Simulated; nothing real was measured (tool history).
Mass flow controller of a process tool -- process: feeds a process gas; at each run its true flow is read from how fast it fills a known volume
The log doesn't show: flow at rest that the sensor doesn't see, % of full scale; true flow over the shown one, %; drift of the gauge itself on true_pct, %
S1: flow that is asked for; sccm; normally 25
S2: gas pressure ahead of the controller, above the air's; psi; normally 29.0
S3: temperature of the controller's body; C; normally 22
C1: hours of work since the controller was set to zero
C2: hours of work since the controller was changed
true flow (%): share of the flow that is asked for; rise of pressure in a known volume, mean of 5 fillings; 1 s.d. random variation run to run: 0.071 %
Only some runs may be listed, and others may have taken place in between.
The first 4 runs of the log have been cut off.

Run 5, hour 688.4: usual settings; C1 4670; C2 4670. Result: true flow (%) 99.18.
Run 6, hour 870.7: usual settings; C1 4769; C2 4769. Result: true flow (%) 99.14.
Run 7, hour 1035.0: usual settings but S2 23.5 psi; C1 4859; C2 4859. Result: true flow (%) 99.47.
Run 8, hour 1197.4: usual settings but S2 23.5 psi; C1 4947; C2 4947. Result: true flow (%) 99.43.
Run 9, hour 1431.8: usual settings but S2 23.5 psi; C1 5075; C2 5075. Result: true flow (%) 99.30.
Run 10, hour 1604.1: usual settings but S3 35 C; C1 5169; C2 5169. Result: true flow (%) 99.82.
Run 11, hour 1743.4: usual settings but S3 35 C; C1 5245; C2 5245. Result: true flow (%) 99.88.
Run 12, hour 1977.0: usual settings but S3 35 C; C1 5372; C2 5372. Result: true flow (%) 99.62.
Run 13, hour 2133.8: usual settings; C1 5457; C2 5457. Result: true flow (%) 98.82.
Run 14, hour 2251.4: usual settings but S2 38.7 psi; C1 5522; C2 5522. Result: true flow (%) 98.22.
Run 15, hour 2359.1: usual settings but S2 40.0 psi; C1 5580; C2 5580. Result: true flow (%) 98.22.
Run 16, hour 2466.1: usual settings; C1 5639; C2 5639. Result: true flow (%) 98.60.
Run 17, hour 2583.9: usual settings; C1 5703; C2 5703. Result: true flow (%) 98.62.
Run 18, hour 2686.7: usual settings; C1 5759; C2 5759. Result: true flow (%) 98.47.
Run 19, hour 2878.8: usual settings; C1 5863; C2 5863. Result: true flow (%) 98.51.
At hour 2968.4: gauge calibrated.
Run 20, hour 3068.3: usual settings; C1 5967; C2 5967. Result: true flow (%) 99.45.
Run 21, hour 3195.8: usual settings; C1 6036; C2 6036. Result: true flow (%) 99.35.
Run 22, hour 3378.2: usual settings; C1 6136; C2 6136. Result: true flow (%) 99.34.
Run 23, hour 3584.5: usual settings; C1 6248; C2 6248. Result: true flow (%) 99.29.
Run 24, hour 3758.5: usual settings; C1 6343; C2 6343. Result: true flow (%) 99.31.
Run 25, hour 3882.4: usual settings; C1 6410; C2 6410. Result: true flow (%) 99.21.
Run 26, hour 4040.0: usual settings; C1 6496; C2 6496. Result: true flow (%) 99.36.

What will run 27 give?
Run 27, hour 4196.6: usual settings but S1 17 sccm, S2 26.7 psi, S3 33 C; C1 6582; C2 6582. Result: true flow (%) ?.

{"run 27": {"true flow (%)": 99.86}}
The same run, on a tool lacking any hidden state, would have yielded true flow (%) 100.27.
